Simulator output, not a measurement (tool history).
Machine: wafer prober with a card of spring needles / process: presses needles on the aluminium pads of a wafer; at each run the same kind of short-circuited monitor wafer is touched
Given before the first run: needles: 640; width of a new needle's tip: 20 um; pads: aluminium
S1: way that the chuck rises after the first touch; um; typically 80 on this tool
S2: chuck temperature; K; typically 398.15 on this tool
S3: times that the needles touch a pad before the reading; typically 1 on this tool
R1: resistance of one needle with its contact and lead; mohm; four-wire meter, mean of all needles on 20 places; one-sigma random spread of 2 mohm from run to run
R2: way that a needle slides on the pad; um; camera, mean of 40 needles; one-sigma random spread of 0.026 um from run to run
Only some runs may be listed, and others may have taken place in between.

run,hour,S1,S2,S3,R1,R2
1,0,80,398.15,1,238,13.69
2,56.3,80,398.15,1,287,13.65
3,96.1,80,398.15,1,289,13.61
4,132.1,80,398.15,1,261,13.47
5,159.2,80,398.15,1,278,13.46
6,195.5,80,398.15,1,286,13.39
7,234.7,80,398.15,1,270,13.38
8,287,80,398.15,1,267,13.27
9,324.6,80,398.15,1,234,13.1
10,358.8,80,398.15,1,299,13.1
11,405.1,80,398.15,1,267,12.98
12,464.2,86,398.15,1,291,13.97
13,514.3,80,398.15,2,265,12.87
14,576.1,80,398.15,1,281,12.77
15,633.9,80,398.15,2,236,13.68
16,661.5,81,398.15,2,254,13.82
17,688.7,85,398.15,2,249,14.49
18,725.2,89,328.15,1,255,15.11
19,777.7,71,317.15,1,315,11.98
20,830.3,74,299.15,2,268,12.42
21,886.9,71,398.15,3,243,11.81
22,934.2,80,299.15,1,279,13.36
23,993,80,299.15,1,228,13.7
24,1042.5,71,398.15,3,234,12.08
25,1077.7,83,398.15,3,228,14.07
26,1141.6,83,398.15,3,239,13.96

Taken out of this log: 92 entries between the listed runs. Where each belongs, and how the hidden state differs across it:
From run 1 to run 2: tips cleaned on abrasive film (hour 11.5); tips cleaned on abrasive film (hour 22.9); tips cleaned on abrasive film (hour 37.2); tips cleaned on abrasive film (hour 48.6)
  debris on the tips, nm: 32 -> 154.9; way that the needles fall short of the set height, um: 0.31 -> 0.71; tips' diameter, um: 24.7 -> 24.85
  measured value less the no-hidden-state value, R1: +15 -> +63 mohm; R2: -0.05 -> -0.13 um
From run 2 to run 3: tips cleaned on abrasive film (hour 62.1); tips cleaned on abrasive film (hour 73.5); tips cleaned on abrasive film (hour 85)
  debris on the tips, nm: 154.9 -> 172; way that the needles fall short of the set height, um: 0.71 -> 1.01; tips' diameter, um: 24.85 -> 24.95
  measured value less the no-hidden-state value, R1: +63 -> +70 mohm; R2: -0.13 -> -0.18 um
From run 3 to run 4: tips cleaned on abrasive film (hour 99.1); tips cleaned on abrasive film (hour 113.2); tips cleaned on abrasive film (hour 127.5)
  debris on the tips, nm: 172 -> 98.7; way that the needles fall short of the set height, um: 1.01 -> 1.3; tips' diameter, um: 24.95 -> 25.05
  measured value less the no-hidden-state value, R1: +70 -> +42 mohm; R2: -0.18 -> -0.22 um
From run 4 to run 5: tips cleaned on abrasive film (hour 140.7); tips cleaned on abrasive film (hour 152.1)
  debris on the tips, nm: 98.7 -> 147.8; way that the needles fall short of the set height, um: 1.3 -> 1.48; tips' diameter, um: 25.05 -> 25.11
  measured value less the no-hidden-state value, R1: +42 -> +61 mohm; R2: -0.22 -> -0.26 um
From run 5 to run 6: tips cleaned on abrasive film (hour 165); tips cleaned on abrasive film (hour 176.4); tips cleaned on abrasive film (hour 187.9)
  debris on the tips, nm: 147.8 -> 145.5; way that the needles fall short of the set height, um: 1.48 -> 1.81; tips' diameter, um: 25.11 -> 25.23
  measured value less the no-hidden-state value, R1: +61 -> +63 mohm; R2: -0.26 -> -0.31 um
From run 6 to run 7: tips cleaned on abrasive film (hour 201.2); tips cleaned on abrasive film (hour 215.5); tips cleaned on abrasive film (hour 229.7)
  debris on the tips, nm: 145.5 -> 112.2; way that the needles fall short of the set height, um: 1.81 -> 2.1; tips' diameter, um: 25.23 -> 25.33
  measured value less the no-hidden-state value, R1: +63 -> +50 mohm; R2: -0.31 -> -0.36 um
From run 7 to run 8: tips cleaned on abrasive film (hour 243.4); tips cleaned on abrasive film (hour 257.5); tips cleaned on abrasive film (hour 269); tips cleaned on abrasive film (hour 283.2)
  debris on the tips, nm: 112.2 -> 102.8; way that the needles fall short of the set height, um: 2.1 -> 2.53; tips' diameter, um: 25.33 -> 25.48
  measured value less the no-hidden-state value, R1: +50 -> +47 mohm; R2: -0.36 -> -0.43 um
From run 8 to run 9: tips cleaned on abrasive film (hour 295.6); height of the first contact set anew (hour 301.6); tips cleaned on abrasive film (hour 310.2); tips cleaned on abrasive film (hour 324.5)
  debris on the tips, nm: 102.8 -> 16.9; way that the needles fall short of the set height, um: 2.53 -> 3.7; tips' diameter, um: 25.48 -> 25.59
  measured value less the no-hidden-state value, R1: +47 -> +11 mohm; R2: -0.43 -> -0.63 um
From run 9 to run 10: tips cleaned on abrasive film (hour 336); tips cleaned on abrasive film (hour 347.5)
  debris on the tips, nm: 16.9 -> 173.5; way that the needles fall short of the set height, um: 3.7 -> 3.88; tips' diameter, um: 25.59 -> 25.65
  measured value less the no-hidden-state value, R1: +11 -> +79 mohm; R2: -0.63 -> -0.66 um
From run 10 to run 11: tips cleaned on abrasive film (hour 361.7); tips cleaned on abrasive film (hour 376); tips cleaned on abrasive film (hour 387.5); tips cleaned on abrasive film (hour 401.8)
  debris on the tips, nm: 173.5 -> 89.8; way that the needles fall short of the set height, um: 3.88 -> 4.26; tips' diameter, um: 25.65 -> 25.78
  measured value less the no-hidden-state value, R1: +79 -> +44 mohm; R2: -0.66 -> -0.73 um
From run 11 to run 12: tips cleaned on abrasive film (hour 413.7); tips cleaned on abrasive film (hour 425.2); tips cleaned on abrasive film (hour 439.5); tips cleaned on abrasive film (hour 453.7)
  debris on the tips, nm: 89.8 -> 165.7; way that the needles fall short of the set height, um: 4.26 -> 4.64; tips' diameter, um: 25.78 -> 25.92
  measured value less the no-hidden-state value, R1: +44 -> +70 mohm; R2: -0.73 -> -0.79 um
From run 12 to run 13: tips cleaned on abrasive film (hour 467.1); tips cleaned on abrasive film (hour 481.4); tips cleaned on abrasive film (hour 492.8); tips cleaned on abrasive film (hour 507.1)
  debris on the tips, nm: 165.7 -> 136.3; way that the needles fall short of the set height, um: 4.64 -> 5.07; tips' diameter, um: 25.92 -> 26.07
  measured value less the no-hidden-state value, R1: +70 -> +42 mohm; R2: -0.79 -> -0.87 um
From run 13 to run 14: tips cleaned on abrasive film (hour 520.1); tips cleaned on abrasive film (hour 531.6); tips cleaned on abrasive film (hour 543); tips cleaned on abrasive film (hour 557); tips cleaned on abrasive film (hour 571.3)
  debris on the tips, nm: 136.3 -> 112; way that the needles fall short of the set height, um: 5.07 -> 5.62; tips' diameter, um: 26.07 -> 26.26
  measured value less the no-hidden-state value, R1: +42 -> +58 mohm; R2: -0.87 -> -0.97 um
From run 14 to run 15: tips cleaned on abrasive film (hour 584.7); tips cleaned on abrasive film (hour 596.2); tips cleaned on abrasive film (hour 607.6); tips cleaned on abrasive film (hour 619.1); height of the first contact set anew, once more (hour 622.2); tips cleaned on abrasive film (hour 633.6)
  debris on the tips, nm: 112 -> 31.8; way that the needles fall short of the set height, um: 5.62 -> 0.13; tips' diameter, um: 26.26 -> 26.43
  measured value less the no-hidden-state value, R1: +58 -> +12 mohm; R2: -0.97 -> -0.02 um
From run 15 to run 16: tips cleaned on abrasive film (hour 645.4); tips cleaned on abrasive film (hour 656.8)
  debris on the tips, nm: 31.8 -> 116.2; way that the needles fall short of the set height, um: 0.13 -> 0.35; tips' diameter, um: 26.43 -> 26.51
  measured value less the no-hidden-state value, R1: +12 -> +33 mohm; R2: -0.02 -> -0.06 um
From run 16 to run 17: tips cleaned on abrasive film (hour 670.1); tips cleaned on abrasive film (hour 684.3)
  debris on the tips, nm: 116.2 -> 105.3; way that the needles fall short of the set height, um: 0.35 -> 0.55; tips' diameter, um: 26.51 -> 26.58
  measured value less the no-hidden-state value, R1: +33 -> +28 mohm; R2: -0.06 -> -0.09 um
From run 17 to run 18: tips cleaned on abrasive film (hour 697.3); tips cleaned on abrasive film (hour 708.7); tips cleaned on abrasive film (hour 720.2)
  debris on the tips, nm: 105.3 -> 125.6; way that the needles fall short of the set height, um: 0.55 -> 0.87; tips' diameter, um: 26.58 -> 26.69
  measured value less the no-hidden-state value, R1: +28 -> +53 mohm; R2: -0.09 -> -0.15 um
From run 18 to run 19: tips cleaned on abrasive film (hour 733.8); tips cleaned on abrasive film (hour 745.2); tips cleaned on abrasive film (hour 756.7); tips cleaned on abrasive film (hour 768.1)
  debris on the tips, nm: 125.6 -> 169.4; way that the needles fall short of the set height, um: 0.87 -> 1.24; tips' diameter, um: 26.69 -> 26.82
  measured value less the no-hidden-state value, R1: +53 -> +110 mohm; R2: -0.15 -> -0.21 um
From run 19 to run 20: tips cleaned on abrasive film (hour 780.7); tips cleaned on abrasive film (hour 795); tips cleaned on abrasive film (hour 806.4); tips cleaned on abrasive film (hour 820.7)
  debris on the tips, nm: 169.4 -> 157.5; way that the needles fall short of the set height, um: 1.24 -> 1.61; tips' diameter, um: 26.82 -> 26.95
  measured value less the no-hidden-state value, R1: +110 -> +62 mohm; R2: -0.21 -> -0.28 um
From run 20 to run 21: tips cleaned on abrasive film (hour 833.3); tips cleaned on abrasive film (hour 847.6); tips cleaned on abrasive film (hour 861.9); tips cleaned on abrasive film (hour 873.3); tips cleaned on abrasive film (hour 884.8)
  debris on the tips, nm: 157.5 -> 74.8; way that the needles fall short of the set height, um: 1.61 -> 2.11; tips' diameter, um: 26.95 -> 27.13
  measured value less the no-hidden-state value, R1: +62 -> +21 mohm; R2: -0.28 -> -0.36 um
From run 21 to run 22: tips cleaned on abrasive film (hour 898.4); tips cleaned on abrasive film (hour 912.7); tips cleaned on abrasive film (hour 927)
  debris on the tips, nm: 74.8 -> 144.7; way that the needles fall short of the set height, um: 2.11 -> 2.46; tips' diameter, um: 27.13 -> 27.25
  measured value less the no-hidden-state value, R1: +21 -> +82 mohm; R2: -0.36 -> -0.42 um
From run 22 to run 23: tips cleaned on abrasive film (hour 940); tips cleaned on abrasive film (hour 951.4); height of the first contact set anew (hour 963.1); tips cleaned on abrasive film (hour 966); tips cleaned on abrasive film (hour 977.5); tips cleaned on abrasive film (hour 991.7)
  debris on the tips, nm: 144.7 -> 51.2; way that the needles fall short of the set height, um: 2.46 -> 0.29; tips' diameter, um: 27.25 -> 27.43
  measured value less the no-hidden-state value, R1: +82 -> +30 mohm; R2: -0.42 -> -0.05 um
From run 23 to run 24: tips cleaned on abrasive film (hour 1004.2); tips cleaned on abrasive film (hour 1018.4); tips cleaned on abrasive film (hour 1029.9); tips cleaned on abrasive film (hour 1041.3)
  debris on the tips, nm: 51.2 -> 38.2; way that the needles fall short of the set height, um: 0.29 -> 0.72; tips' diameter, um: 27.43 -> 27.58
  measured value less the no-hidden-state value, R1: +30 -> +13 mohm; R2: -0.05 -> -0.13 um
From run 24 to run 25: tips cleaned on abrasive film (hour 1053.9); tips cleaned on abrasive film (hour 1065.4); tips cleaned on abrasive film (hour 1077.7)
  debris on the tips, nm: 38.2 -> 18.1; way that the needles fall short of the set height, um: 0.72 -> 1.02; tips' diameter, um: 27.58 -> 27.69
  measured value less the no-hidden-state value, R1: +13 -> +7 mohm; R2: -0.13 -> -0.18 um
From run 25 to run 26: tips cleaned on abrasive film (hour 1089.1); tips cleaned on abrasive film (hour 1100.6); tips cleaned on abrasive film (hour 1112); tips cleaned on abrasive film (hour 1126.2); tips cleaned on abrasive film (hour 1137.6)
  debris on the tips, nm: 18.1 -> 100; way that the needles fall short of the set height, um: 1.02 -> 1.56; tips' diameter, um: 27.69 -> 27.88
  measured value less the no-hidden-state value, R1: +7 -> +20 mohm; R2: -0.18 -> -0.26 um
